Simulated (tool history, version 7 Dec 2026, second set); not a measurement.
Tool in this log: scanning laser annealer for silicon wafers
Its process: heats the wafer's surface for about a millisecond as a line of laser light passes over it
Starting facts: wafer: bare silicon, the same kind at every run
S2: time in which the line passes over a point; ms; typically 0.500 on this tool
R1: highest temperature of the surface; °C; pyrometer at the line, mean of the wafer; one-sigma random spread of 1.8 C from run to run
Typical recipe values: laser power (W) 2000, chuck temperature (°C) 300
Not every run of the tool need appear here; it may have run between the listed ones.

run 1 hour=0.0 | laser_power_(W)=2000 S2=0.500 chuck_temperature_(°C)=300 | R1=1025
run 2 hour=7.6 | laser_power_(W)=2000 S2=0.500 chuck_temperature_(°C)=300 | R1=1027
run 3 hour=15.4 | laser_power_(W)=2000 S2=0.500 chuck_temperature_(°C)=300 | R1=1027
run 4 hour=20.4 | laser_power_(W)=2000 S2=0.500 chuck_temperature_(°C)=300 | R1=1028
run 5 hour=27.1 | laser_power_(W)=2000 S2=0.525 chuck_temperature_(°C)=300 | R1=1045
run 6 hour=31.1 | laser_power_(W)=2000 S2=0.500 chuck_temperature_(°C)=327 | R1=1054
run 7 hour=39.0 | laser_power_(W)=2000 S2=0.500 chuck_temperature_(°C)=327 | R1=1052
run 8 hour=43.2 | laser_power_(W)=2000 S2=0.500 chuck_temperature_(°C)=327 | R1=1053
run 9 hour=47.3 | laser_power_(W)=2000 S2=0.500 chuck_temperature_(°C)=327 | R1=1053
run 10 hour=53.4 | laser_power_(W)=2000 S2=0.500 chuck_temperature_(°C)=327 | R1=1050
run 11 hour=59.8 | laser_power_(W)=2000 S2=0.500 chuck_temperature_(°C)=300 | R1=1023
run 12 hour=67.8 | laser_power_(W)=2000 S2=0.500 chuck_temperature_(°C)=300 | R1=1025
run 13 hour=72.9 | laser_power_(W)=2000 S2=0.500 chuck_temperature_(°C)=300 | R1=1027
run 14 hour=80.3 | laser_power_(W)=2000 S2=0.543 chuck_temperature_(°C)=300 | R1=1056
run 15 hour=86.9 | laser_power_(W)=2043 S2=0.351 chuck_temperature_(°C)=332 | R1=952
run 16 hour=91.7 | laser_power_(W)=2043 S2=0.351 chuck_temperature_(°C)=332 | R1=950
run 17 hour=99.1 | laser_power_(W)=2014 S2=0.595 chuck_temperature_(°C)=300 | R1=1098
run 18 hour=104.9 | laser_power_(W)=2000 S2=0.571 chuck_temperature_(°C)=300 | R1=1077
run 19 hour=109.5 | laser_power_(W)=2000 S2=0.571 chuck_temperature_(°C)=266 | R1=1043
run 20 hour=116.7 | laser_power_(W)=1722 S2=0.500 chuck_temperature_(°C)=318 | R1=927
run 21 hour=121.3 | laser_power_(W)=2048 S2=0.500 chuck_temperature_(°C)=320 | R1=1061
run 22 hour=126.2 | laser_power_(W)=2171 S2=0.358 chuck_temperature_(°C)=300 | R1=969
run 23 hour=130.7 | laser_power_(W)=2000 S2=0.500 chuck_temperature_(°C)=313 | R1=1039
run 24 hour=135.8 | laser_power_(W)=1707 S2=0.559 chuck_temperature_(°C)=288 | R1=923
run 25 hour=143.2 | laser_power_(W)=1707 S2=0.559 chuck_temperature_(°C)=288 | R1=923
run 26 hour=151.8 | laser_power_(W)=2178 S2=0.481 chuck_temperature_(°C)=264 | R1=1045
run 27 hour=157.0 | laser_power_(W)=1959 S2=0.398 chuck_temperature_(°C)=264 | R1=890
run 28 hour=162.3 | laser_power_(W)=1805 S2=0.502 chuck_temperature_(°C)=330 | R1=974

Branching from run 28: 4 alternative next runs. What would each branch give?
run A hour=168.4 | laser_power_(W)=1755 S2=0.356 chuck_temperature_(°C)=330 | R1=?
run B hour=168.4 | laser_power_(W)=1940 S2=0.500 chuck_temperature_(°C)=300 | R1=?
run C hour=168.4 | laser_power_(W)=2074 S2=0.500 chuck_temperature_(°C)=300 | R1=?
run D hour=168.4 | laser_power_(W)=1786 S2=0.374 chuck_temperature_(°C)=317 | R1=?

run=A R1=855
run=B R1=996
run=C R1=1054
run=D R1=864
Take away the tool's hidden state, keep each run's random variation, and the runs would have read:
run=A R1=863
run=B R1=1007
run=C R1=1066
run=D R1=873
